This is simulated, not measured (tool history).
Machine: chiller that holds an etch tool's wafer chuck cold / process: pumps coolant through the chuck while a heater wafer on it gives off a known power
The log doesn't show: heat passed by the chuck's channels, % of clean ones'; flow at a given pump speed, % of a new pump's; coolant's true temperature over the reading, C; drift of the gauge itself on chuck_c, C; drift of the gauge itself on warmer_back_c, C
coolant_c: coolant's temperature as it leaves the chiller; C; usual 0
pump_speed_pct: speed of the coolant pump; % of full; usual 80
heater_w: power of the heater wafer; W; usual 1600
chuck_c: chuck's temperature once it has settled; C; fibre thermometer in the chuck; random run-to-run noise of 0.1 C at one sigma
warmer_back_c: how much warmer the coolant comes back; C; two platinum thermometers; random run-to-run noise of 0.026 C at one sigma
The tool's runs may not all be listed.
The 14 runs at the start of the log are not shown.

| run | hour | coolant_c | pump_speed_pct | heater_w | hours since the coolant was changed and the channels were flushed | hours since the pump was overhauled | hours since the chiller's thermometer was calibrated | chuck_c | warmer_back_c |
|---|---|---|---|---|---|---|---|---|---|
| 15 | 1398.2 | 0 | 80 | 1600 | 3946 | 5221 | 1311 | 12.3 | 3.84 |
| 16 | 1474.2 | 0 | 80 | 1988 | 4022 | 5297 | 1387 | 15.3 | 4.72 |
| 17 | 1564.2 | 0 | 80 | 1988 | 4112 | 5387 | 1477 | 15.3 | 4.78 |
| 18 | 1669.7 | 4 | 80 | 1976 | 4217 | 5493 | 1583 | 19.3 | 4.75 |
| 19 | 1802.3 | 4 | 72 | 828 | 4350 | 5625 | 1715 | 11 | 2.29 |
|  | 1869.7 | coolant changed, channels flushed |
| 20 | 1912.5 | 0 | 96 | 955 | 43 | 5729 | 1819 | 6.1 | 1.97 |
| 21 | 2040.1 | -1 | 90 | 955 | 170 | 5857 | 1947 | 5.7 | 2.09 |
| 22 | 2140.1 | 10 | 72 | 1982 | 270 | 5957 | 2047 | 26.8 | 5.35 |
| 23 | 2286.5 | 0 | 80 | 813 | 417 | 6103 | 2193 | 6 | 2.03 |
| 24 | 2440.7 | 0 | 80 | 813 | 571 | 6258 | 2348 | 6.4 | 2.08 |
| 25 | 2526.3 | -4 | 80 | 1491 | 657 | 6343 | 2433 | 7.4 | 3.64 |
| 26 | 2646.1 | -6 | 97 | 899 | 776 | 6463 | 2553 | -0.2 | 1.86 |
| 27 | 2790.3 | 5 | 67 | 1310 | 921 | 6607 | 2697 | 17 | 3.88 |
| 28 | 2926.5 | 5 | 67 | 1310 | 1057 | 6743 | 2833 | 16.6 | 3.88 |
|  | 3028.3 | gauge calibrated |
| 29 | 3073.6 | 7 | 80 | 1237 | 1204 | 6891 | 2980 | 16.6 | 2.92 |
| 30 | 3139.3 | 7 | 94 | 1167 | 1270 | 6956 | 3046 | 14.6 | 2.28 |
| 31 | 3253.5 | 0 | 75 | 1600 | 1384 | 7070 | 3160 | 12.8 | 4.06 |

Predict each of these 4 candidate next runs independently; none follows another, all start after run 31:
| A | 3360.3 | -4 | 63 | 1081 | 1491 | 7177 | 3267 | ? | ? |
| B | 3360.3 | -8 | 80 | 1600 | 1491 | 7177 | 3267 | ? | ? |
| C | 3360.3 | 0 | 81 | 1600 | 1491 | 7177 | 3267 | ? | ? |
| D | 3360.3 | -7 | 75 | 1600 | 1491 | 7177 | 3267 | ? | ? |

| run | chuck_c | warmer_back_c |
|---|---|---|
| A | 6.4 | 3.35 |
| B | 4.3 | 3.81 |
| C | 12.2 | 3.69 |
| D | 5.9 | 4.01 |
Take away the tool's hidden state, keep each run's random variation, and the runs would have read:
| run | chuck_c | warmer_back_c |
|---|---|---|
| A | 6.4 | 3.33 |
| B | 4.3 | 3.79 |
| C | 12.2 | 3.66 |
| D | 5.9 | 3.98 |
